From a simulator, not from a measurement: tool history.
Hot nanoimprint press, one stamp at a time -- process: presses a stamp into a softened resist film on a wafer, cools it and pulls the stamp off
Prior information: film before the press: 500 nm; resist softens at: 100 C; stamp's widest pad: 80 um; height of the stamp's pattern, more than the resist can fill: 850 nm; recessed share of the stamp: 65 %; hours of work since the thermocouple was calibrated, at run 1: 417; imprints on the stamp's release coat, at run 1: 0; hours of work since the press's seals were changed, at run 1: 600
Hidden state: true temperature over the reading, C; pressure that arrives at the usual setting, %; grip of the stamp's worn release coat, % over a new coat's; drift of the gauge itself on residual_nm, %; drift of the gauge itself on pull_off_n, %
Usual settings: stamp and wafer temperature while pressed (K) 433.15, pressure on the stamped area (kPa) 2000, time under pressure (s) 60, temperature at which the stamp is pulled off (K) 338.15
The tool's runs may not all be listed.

run,hour,stamp and wafer temperature while pressed (K),pressure on the stamped area (kPa),time under pressure (s),temperature at which the stamp is pulled off (K),hours of work since the thermocouple was calibrated,imprints on the stamp's release coat,hours of work since the press's seals were changed,resist left under the stamp's widest pad (nm),greatest force while the stamp is pulled off (N)
1,0.0,433.15,2000,60,338.15,417,0,600,221.3,101.1
2,29.2,433.15,2000,60,338.15,434,115,617,222.8,104.0
3,71.6,433.15,2000,91,338.15,458,282,641,192.3,108.4
# hour 99.3: plate thermocouple calibrated
4,102.5,433.15,2000,91,338.15,2,393,657,210.8,113.5
5,126.7,433.15,2000,60,338.15,16,488,671,240.4,118.3
# hour 152.5: stamp cleaned and given a new release coat
6,176.8,433.15,2000,60,338.15,41,97,697,242.8,108.8
# hour 204.9: plate thermocouple calibrated, once more
7,225.1,433.15,2000,60,335.15,12,276,723,195.3,107.4
8,246.1,433.15,2000,60,335.15,24,358,735,194.5,110.4
9,271.7,433.15,2000,60,338.15,38,460,750,197.0,106.7
10,294.6,433.15,2000,60,338.15,52,550,763,198.1,109.9
# hour 303.7: stamp cleaned and given a new release coat
# hour 325.3: press's hydraulic seals changed and the load cell set to zero
11,342.8,435.15,2000,60,338.15,71,123,10,176.5,99.3
12,366.8,435.15,2000,60,335.15,85,218,24,177.6,107.1
13,404.0,433.15,2000,52,338.15,106,365,45,209.6,105.8
14,429.5,433.15,2000,60,338.15,121,466,60,198.8,107.6
# hour 459.7: stamp cleaned and given a new release coat
15,484.5,433.15,2000,60,338.15,149,98,88,201.9,99.3
16,507.6,433.15,2240,60,345.15,162,189,101,188.5,88.9
17,544.2,433.15,1530,31,345.15,184,334,122,281.6,91.0
18,593.7,433.15,1530,31,345.15,212,529,151,287.1,97.4
# hour 607.6: stamp cleaned and given a new release coat
19,637.2,434.15,2000,60,338.15,234,117,172,193.6,100.6
20,660.7,434.15,2000,60,338.15,247,209,186,194.8,102.5
21,694.4,434.15,2000,60,338.15,266,343,205,194.5,107.9
22,743.8,434.15,2000,60,338.15,295,538,234,195.3,112.8
# hour 756.4: stamp cleaned and given a new release coat
23,777.0,433.15,2250,41,338.15,310,81,249,220.4,102.4
24,799.7,433.15,2250,41,338.15,323,171,262,221.4,99.7
25,827.5,423.15,2970,43,324.15,339,281,278,309.6,135.3
26,870.5,425.15,1720,43,324.15,364,451,303,353.0,140.2
# hour 907.2: stamp cleaned and given a new release coat
27,922.5,425.15,1720,43,324.15,391,60,329,357.0,127.3
28,966.0,425.15,2560,85,324.15,416,232,354,250.9,133.0

Branching from run 28: 3 alternative next runs. What would each branch give?
A,1016.0,425.15,1640,85,325.15,444,430,383,?,?
B,1016.0,444.15,2560,85,324.15,444,430,383,?,?
C,1016.0,429.15,1790,60,338.15,444,430,383,?,?

run,resist left under the stamp's widest pad (nm),greatest force while the stamp is pulled off (N)
A,315.6,139.3
B,96.0,138.4
C,277.7,109.7
The same runs, with their run-to-run variation unchanged, on a tool lacking any hidden condition would have given:
run,resist left under the stamp's widest pad (nm),greatest force while the stamp is pulled off (N)
A,288.7,121.8
B,87.5,121.0
C,253.2,95.3
